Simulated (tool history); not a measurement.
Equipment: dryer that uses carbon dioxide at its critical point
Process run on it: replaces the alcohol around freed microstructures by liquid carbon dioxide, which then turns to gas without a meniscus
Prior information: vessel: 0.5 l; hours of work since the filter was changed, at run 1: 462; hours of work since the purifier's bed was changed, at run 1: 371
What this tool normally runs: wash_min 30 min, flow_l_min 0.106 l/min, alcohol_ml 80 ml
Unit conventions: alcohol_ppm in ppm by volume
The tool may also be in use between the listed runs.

run	hour	wash_min	flow_l_min	alcohol_ml	hours of work since the filter was changed	hours of work since the purifier's bed was changed	alcohol_ppm
1	0.0	30	0.106	80	462	371	779
2	21.7	30	0.106	80	479	388	801
3	36.7	30	0.106	80	491	400	809
4	50.7	30	0.106	80	502	411	805
5	68.3	30	0.106	80	516	424	839
6	85.2	30	0.106	80	529	438	831
7	105.4	30	0.106	80	545	453	864
8	117.5	30	0.106	41	554	463	470
9	134.9	30	0.106	41	568	476	467
# hour 147.7: inlet filter changed
10	149.0	23	0.106	80	1	487	1826
11	178.1	23	0.106	80	24	509	1831
12	199.1	30	0.069	80	40	526	3894
13	222.5	40	0.121	23	59	544	71
14	244.4	21	0.071	28	76	561	3864
15	267.7	30	0.106	96	94	579	654
16	288.3	30	0.106	96	110	596	662
17	303.8	37	0.118	96	122	608	151
18	326.2	25	0.099	20	140	625	548
19	351.5	20	0.099	76	159	645	4403
20	375.7	27	0.163	65	178	664	125

Results for each run, recomputed without the tool's hidden state and with each run's random variation untouched:
Hidden state present: flow that reaches the vessel past the clogged filter, %; alcohol in the recycled carbon dioxide, ppm; drift of the gauge itself on alcohol_ppm, %.
run	alcohol_ppm
1	430
2	432
3	429
4	425
5	434
6	422
7	433
8	222
9	215
10	1746
11	1712
12	3674
13	6
14	3616
15	516
16	512
17	63
18	411
19	3806
20	34
